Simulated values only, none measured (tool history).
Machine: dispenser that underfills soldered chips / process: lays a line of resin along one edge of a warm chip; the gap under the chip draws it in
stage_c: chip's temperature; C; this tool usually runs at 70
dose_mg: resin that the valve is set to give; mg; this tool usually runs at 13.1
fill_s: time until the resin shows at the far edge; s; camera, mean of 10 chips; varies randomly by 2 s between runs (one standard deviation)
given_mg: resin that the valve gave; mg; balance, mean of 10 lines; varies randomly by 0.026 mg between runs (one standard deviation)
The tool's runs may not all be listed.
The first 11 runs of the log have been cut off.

run,hour,stage_c,dose_mg,hours of work since the syringe was changed,hours of work since the valve was cleaned,hours of work since the stage was calibrated,fill_s,given_mg
# hour 95.6: new syringe of resin
12,98.2,70,13.1,2,24,211,205.9,12.98
# hour 105.6: new syringe of resin
13,106.3,70,13.1,1,30,217,199.4,12.95
14,114.2,63,13.1,6,36,222,313.5,12.89
# hour 115.1: new syringe of resin
# hour 124.6: new syringe of resin
15,125.9,63,13.1,1,43,230,255.5,12.89
# hour 130.3: dispensing valve cleaned and set on the balance
# hour 134.9: new syringe of resin
16,136.6,70,13.1,1,4,237,201.9,13.07
17,142.7,70,13.1,6,9,241,233.6,13.02
# hour 145.1: new syringe of resin
18,151.8,70,13.1,5,15,248,226.5,13.00
# hour 154.8: new syringe of resin
19,162.4,72,13.1,5,22,255,214.9,13.00
# hour 164.5: new syringe of resin
20,170.6,72,13.1,4,28,261,205.2,12.92
# hour 174.4: new syringe of resin
21,176.0,72,13.1,1,32,264,185.1,12.90
22,182.4,64,15.4,6,36,269,286.4,15.09
# hour 184.1: new syringe of resin
# hour 193.5: new syringe of resin
23,193.8,67,13.3,0,44,277,220.9,12.99
# hour 197.1: dispensing valve cleaned and set on the balance
24,202.3,70,16.8,6,4,282,224.0,16.78
# hour 204.3: new syringe of resin
25,211.0,70,16.8,5,10,288,219.2,16.75
# hour 213.6: new syringe of resin
26,218.7,56,14.8,4,15,293,380.1,14.71
# hour 223.2: new syringe of resin
27,226.3,60,14.8,2,20,299,308.0,14.65
# hour 233.1: new syringe of resin
28,233.1,60,14.8,0,25,303,289.2,14.58
29,238.2,70,16.8,4,29,307,211.2,16.57
# hour 242.8: new syringe of resin
30,249.4,74,11.3,5,36,315,197.2,11.08
# hour 252.3: new syringe of resin
31,256.7,74,11.3,3,41,320,182.2,11.09
# hour 262.4: new syringe of resin
# hour 264.5: dispensing valve cleaned and set on the balance
32,266.3,74,11.3,2,1,326,177.5,11.33
# hour 272.8: new syringe of resin
33,278.3,74,11.3,4,10,334,194.7,11.22

Consider 4 possible next runs. They are alternatives, not a sequence: every one starts from the tool as it was left by run 33. What does each give?
# hour 282.9: new syringe of resin
A,290.0,64,15.0,5,18,342,?,?
# hour 282.9: new syringe of resin
B,290.0,83,15.2,5,18,342,?,?
# hour 282.9: new syringe of resin
C,290.0,72,11.3,5,18,342,?,?
# hour 282.9: new syringe of resin
D,290.0,77,13.2,5,18,342,?,?

run,fill_s,given_mg
A,283.3,14.88
B,135.1,15.11
C,213.2,11.20
D,169.2,13.08
Take away the tool's hidden state, keep each run's random variation, and the runs would have read:
run,fill_s,given_mg
A,254.7,14.98
B,120.8,15.22
C,190.9,11.27
D,151.5,13.17

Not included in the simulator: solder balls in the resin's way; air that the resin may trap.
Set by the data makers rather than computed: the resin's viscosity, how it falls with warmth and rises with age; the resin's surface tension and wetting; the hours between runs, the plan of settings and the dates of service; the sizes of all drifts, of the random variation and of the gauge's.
